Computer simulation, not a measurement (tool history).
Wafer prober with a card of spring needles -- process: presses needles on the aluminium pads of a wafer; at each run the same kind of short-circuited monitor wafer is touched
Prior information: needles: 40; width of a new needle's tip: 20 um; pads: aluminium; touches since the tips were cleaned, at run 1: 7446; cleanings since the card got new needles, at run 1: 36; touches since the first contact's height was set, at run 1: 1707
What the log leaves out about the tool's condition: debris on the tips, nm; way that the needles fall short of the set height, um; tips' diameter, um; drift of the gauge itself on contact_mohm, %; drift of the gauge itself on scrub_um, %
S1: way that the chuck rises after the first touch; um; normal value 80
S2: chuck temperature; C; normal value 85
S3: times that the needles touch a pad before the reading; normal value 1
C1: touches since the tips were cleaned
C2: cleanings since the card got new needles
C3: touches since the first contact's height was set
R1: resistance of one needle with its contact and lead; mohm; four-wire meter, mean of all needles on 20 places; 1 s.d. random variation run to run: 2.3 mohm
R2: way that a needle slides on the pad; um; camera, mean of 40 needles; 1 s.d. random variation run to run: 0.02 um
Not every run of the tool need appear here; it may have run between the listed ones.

Run 1, hour 0: usual settings; C1 7446; C2 36; C3 1707. Result: R1 264 mohm, R2 14.05 um.
At hour 2.5: tips cleaned on abrasive film.
Run 2, hour 27.1: usual settings but S3 3; C1 6398; C2 37; C3 8738. Result: R1 263 mohm, R2 14.08 um.
At hour 36.5: tips cleaned on abrasive film.
At hour 66.1: tips cleaned on abrasive film.
Run 3, hour 66.9: usual settings but S3 3; C1 201; C2 39; C3 19022. Result: R1 265 mohm, R2 14.07 um.
At hour 95.8: tips cleaned on abrasive film.
Run 4, hour 107.6: usual settings but S3 3; C1 3081; C2 40; C3 29575. Result: R1 269 mohm, R2 14.07 um.
At hour 127.7: tips cleaned on abrasive film.
Run 5, hour 135.5: usual settings but S1 77 um; C1 2008; C2 41; C3 36790. Result: R1 266 mohm, R2 13.52 um.
At hour 161.2: tips cleaned on abrasive film.
Run 6, hour 165.7: usual settings but S1 77 um, S2 83 C; C1 1190; C2 42; C3 44631. Result: R1 262 mohm, R2 13.51 um.
At hour 193.3: tips cleaned on abrasive film.
Run 7, hour 196.4: usual settings but S1 77 um, S2 57 C; C1 791; C2 43; C3 52572. Result: R1 255 mohm, R2 13.46 um.
At hour 225.1: tips cleaned on abrasive film.
At hour 228.3: height of the first contact set anew.
Run 8, hour 242.7: usual settings but S1 77 um, S2 57 C; C1 4501; C2 44; C3 3733. Result: R1 257 mohm, R2 13.47 um.
At hour 257.8: tips cleaned on abrasive film.
Run 9, hour 265: usual settings; C1 1860; C2 45; C3 9500. Result: R1 265 mohm, R2 14 um.
At hour 288.4: tips cleaned on abrasive film.
Run 10, hour 303.8: usual settings; C1 4008; C2 46; C3 19574. Result: R1 261 mohm, R2 13.98 um.
At hour 319.3: tips cleaned on abrasive film.
At hour 349.6: tips cleaned on abrasive film.
Run 11, hour 353.8: usual settings but S3 2; C1 1088; C2 48; C3 32495. Result: R1 264 mohm, R2 13.95 um.
At hour 379.3: tips cleaned on abrasive film.
Run 12, hour 379.3: usual settings; C1 0; C2 49; C3 39121. Result: R1 262 mohm, R2 13.94 um.
At hour 411: tips cleaned on abrasive film.
Run 13, hour 427.2: usual settings; C1 4222; C2 50; C3 51540. Result: R1 265 mohm, R2 13.97 um.
At hour 443.9: tips cleaned on abrasive film.
At hour 463.1: height of the first contact set anew.
Run 14, hour 468.9: usual settings; C1 6420; C2 51; C3 1525. Result: R1 261 mohm, R2 13.92 um.
At hour 477.1: tips cleaned on abrasive film.
Run 15, hour 500.9: usual settings but S1 87 um; C1 6169; C2 52; C3 9802. Result: R1 264 mohm, R2 15.12 um.
At hour 508.5: tips cleaned on abrasive film.
Run 16, hour 528.3: usual settings but S1 87 um; C1 5158; C2 53; C3 16909. Result: R1 263 mohm, R2 15.18 um.
At hour 538.2: tips cleaned on abrasive film.
Run 17, hour 564.1: usual settings but S1 96 um, S2 26 C; C1 6710; C2 54; C3 26173. Result: R1 246 mohm, R2 16.72 um.
At hour 569.1: tips cleaned on abrasive film.
At hour 599.1: tips cleaned on abrasive film.
Run 18, hour 607.1: usual settings but S1 96 um, S2 26 C; C1 2086; C2 56; C3 37312. Result: R1 250 mohm, R2 16.69 um.
At hour 630: tips cleaned on abrasive film.
Run 19, hour 639.4: usual settings but S1 96 um, S2 26 C; C1 2431; C2 57; C3 45681. Result: R1 250 mohm, R2 16.66 um.
At hour 660.4: tips cleaned on abrasive film.
Run 20, hour 667.7: usual settings but S1 74 um, S2 42 C; C1 1894; C2 58; C3 52999. Result: R1 251 mohm, R2 12.83 um.
At hour 690.6: tips cleaned on abrasive film.
At hour 695.8: height of the first contact set anew.
Run 21, hour 710.5: usual settings but S1 73 um, S2 25 C, S3 2; C1 5096; C2 59; C3 3831. Result: R1 244 mohm, R2 12.67 um.
At hour 721.7: tips cleaned on abrasive film.
Run 22, hour 736.8: usual settings but S1 78 um, S2 122 C, S3 2; C1 3922; C2 60; C3 10645. Result: R1 273 mohm, R2 13.52 um.
At hour 752.4: tips cleaned on abrasive film.
Run 23, hour 759.9: usual settings but S1 66 um, S2 73 C, S3 2; C1 1938; C2 61; C3 16613. Result: R1 262 mohm, R2 11.41 um.
At hour 784.4: tips cleaned on abrasive film.
Run 24, hour 798.1: usual settings but S2 112 C; C1 3537; C2 62; C3 26510. Result: R1 273 mohm, R2 13.83 um.
At hour 815.6: tips cleaned on abrasive film.
Run 25, hour 825.2: usual settings but S1 98 um, S2 51 C, S3 2; C1 2511; C2 63; C3 33547. Result: R1 250 mohm, R2 16.97 um.
At hour 845.5: tips cleaned on abrasive film.
Run 26, hour 860.5: usual settings but S2 50 C; C1 3911; C2 64; C3 42692. Result: R1 257 mohm, R2 13.79 um.

What does the tool deliver on the next run?
At hour 875.8: tips cleaned on abrasive film.
Run 27, hour 892.7: usual settings but S2 50 C; C1 4375; C2 65; C3 51023. Result: R1 ?, R2 ?.

{"run 27": {"R1": 257, "R2": 13.77}}
Minus the tool's unlogged condition, the same run would have read R1 256 mohm, R2 14.07 um.

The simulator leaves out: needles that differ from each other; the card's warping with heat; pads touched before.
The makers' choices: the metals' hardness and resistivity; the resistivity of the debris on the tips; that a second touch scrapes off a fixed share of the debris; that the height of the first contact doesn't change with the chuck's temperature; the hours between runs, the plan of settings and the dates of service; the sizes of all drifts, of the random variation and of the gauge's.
